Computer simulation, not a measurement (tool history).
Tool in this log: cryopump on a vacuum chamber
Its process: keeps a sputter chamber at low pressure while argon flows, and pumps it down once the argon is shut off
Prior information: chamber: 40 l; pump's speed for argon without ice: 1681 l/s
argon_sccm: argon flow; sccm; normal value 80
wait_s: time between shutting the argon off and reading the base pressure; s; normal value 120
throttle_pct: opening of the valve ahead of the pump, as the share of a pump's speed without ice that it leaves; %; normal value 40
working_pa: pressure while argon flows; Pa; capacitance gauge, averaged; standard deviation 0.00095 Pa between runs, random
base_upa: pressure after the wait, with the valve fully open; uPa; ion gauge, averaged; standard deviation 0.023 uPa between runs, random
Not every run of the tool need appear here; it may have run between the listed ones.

{"run": 1, "hour": 0.0, "argon_sccm": 80, "wait_s": 120, "throttle_pct": 40, "working_pa": 0.2041, "base_upa": 1.32}
{"run": 2, "hour": 60.6, "argon_sccm": 33, "wait_s": 120, "throttle_pct": 40, "working_pa": 0.0852, "base_upa": 1.35}
{"run": 3, "hour": 109.1, "argon_sccm": 33, "wait_s": 120, "throttle_pct": 40, "working_pa": 0.0855, "base_upa": 1.38}
{"run": 4, "hour": 162.9, "argon_sccm": 33, "wait_s": 120, "throttle_pct": 40, "working_pa": 0.0861, "base_upa": 1.43}
{"run": 5, "hour": 238.6, "argon_sccm": 33, "wait_s": 120, "throttle_pct": 40, "working_pa": 0.0868, "base_upa": 1.39}
{"run": 6, "hour": 312.9, "argon_sccm": 33, "wait_s": 120, "throttle_pct": 40, "working_pa": 0.0857, "base_upa": 1.5}
{"run": 7, "hour": 363.1, "argon_sccm": 82, "wait_s": 120, "throttle_pct": 40, "working_pa": 0.2138, "base_upa": 1.51}
{"run": 8, "hour": 432.7, "argon_sccm": 80, "wait_s": 120, "throttle_pct": 49, "working_pa": 0.175, "base_upa": 1.59}
{"run": 9, "hour": 474.2, "argon_sccm": 80, "wait_s": 120, "throttle_pct": 49, "working_pa": 0.1736, "base_upa": 1.55}
{"run": 10, "hour": 546.2, "argon_sccm": 80, "wait_s": 120, "throttle_pct": 49, "working_pa": 0.176, "base_upa": 1.68}
{"run": 11, "hour": 593.3, "argon_sccm": 80, "wait_s": 120, "throttle_pct": 49, "working_pa": 0.1768, "base_upa": 1.66}
{"run": 12, "hour": 638.6, "argon_sccm": 80, "wait_s": 120, "throttle_pct": 49, "working_pa": 0.1772, "base_upa": 1.66}
{"run": 13, "hour": 691.5, "argon_sccm": 80, "wait_s": 120, "throttle_pct": 49, "working_pa": 0.178, "base_upa": 1.62}
{"run": 14, "hour": 736.7, "argon_sccm": 80, "wait_s": 120, "throttle_pct": 40, "working_pa": 0.2153, "base_upa": 1.72}
{"run": 15, "hour": 771.5, "argon_sccm": 76, "wait_s": 23, "throttle_pct": 29, "working_pa": 0.2772, "base_upa": 4.14}
{"run": 16, "hour": 832.2, "argon_sccm": 58, "wait_s": 278, "throttle_pct": 40, "working_pa": 0.1577, "base_upa": 1.47}
{"hour": 898.4, "done": "pump warmed up, emptied and cooled again"}
{"run": 17, "hour": 914.6, "argon_sccm": 58, "wait_s": 278, "throttle_pct": 40, "working_pa": 0.1484, "base_upa": 1.35}
{"run": 18, "hour": 993.4, "argon_sccm": 58, "wait_s": 20, "throttle_pct": 40, "working_pa": 0.1513, "base_upa": 4.69}
{"run": 19, "hour": 1062.6, "argon_sccm": 96, "wait_s": 120, "throttle_pct": 17, "working_pa": 0.5718, "base_upa": 1.69}
{"run": 20, "hour": 1139.4, "argon_sccm": 96, "wait_s": 120, "throttle_pct": 17, "working_pa": 0.5774, "base_upa": 1.72}
{"run": 21, "hour": 1187.0, "argon_sccm": 154, "wait_s": 120, "throttle_pct": 24, "working_pa": 0.6626, "base_upa": 1.85}
{"run": 22, "hour": 1226.7, "argon_sccm": 154, "wait_s": 120, "throttle_pct": 24, "working_pa": 0.6613, "base_upa": 1.85}
{"run": 23, "hour": 1302.1, "argon_sccm": 34, "wait_s": 120, "throttle_pct": 16, "working_pa": 0.2192, "base_upa": 1.8}
{"run": 24, "hour": 1345.3, "argon_sccm": 34, "wait_s": 120, "throttle_pct": 16, "working_pa": 0.2173, "base_upa": 1.95}
{"run": 25, "hour": 1417.1, "argon_sccm": 34, "wait_s": 120, "throttle_pct": 16, "working_pa": 0.2173, "base_upa": 1.89}
{"run": 26, "hour": 1496.5, "argon_sccm": 94, "wait_s": 120, "throttle_pct": 40, "working_pa": 0.2506, "base_upa": 1.95}
{"run": 27, "hour": 1542.0, "argon_sccm": 82, "wait_s": 120, "throttle_pct": 47, "working_pa": 0.1884, "base_upa": 1.95}

Predict each of these 3 candidate next runs independently; none follows another, all start after run 27:
{"run": "A", "hour": 1613.7, "argon_sccm": 80, "wait_s": 51, "throttle_pct": 40, "working_pa": "?", "base_upa": "?"}
{"run": "B", "hour": 1613.7, "argon_sccm": 49, "wait_s": 37, "throttle_pct": 26, "working_pa": "?", "base_upa": "?"}
{"run": "C", "hour": 1613.7, "argon_sccm": 45, "wait_s": 146, "throttle_pct": 40, "working_pa": "?", "base_upa": "?"}

run=A working_pa=0.2146 base_upa=2.91
run=B working_pa=0.1976 base_upa=3.32
run=C working_pa=0.1219 base_upa=1.95
Without the tool's unlogged condition, the same runs would have read:
run=A working_pa=0.2005 base_upa=1.6
run=B working_pa=0.189 base_upa=2.04
run=C working_pa=0.1139 base_upa=0.66
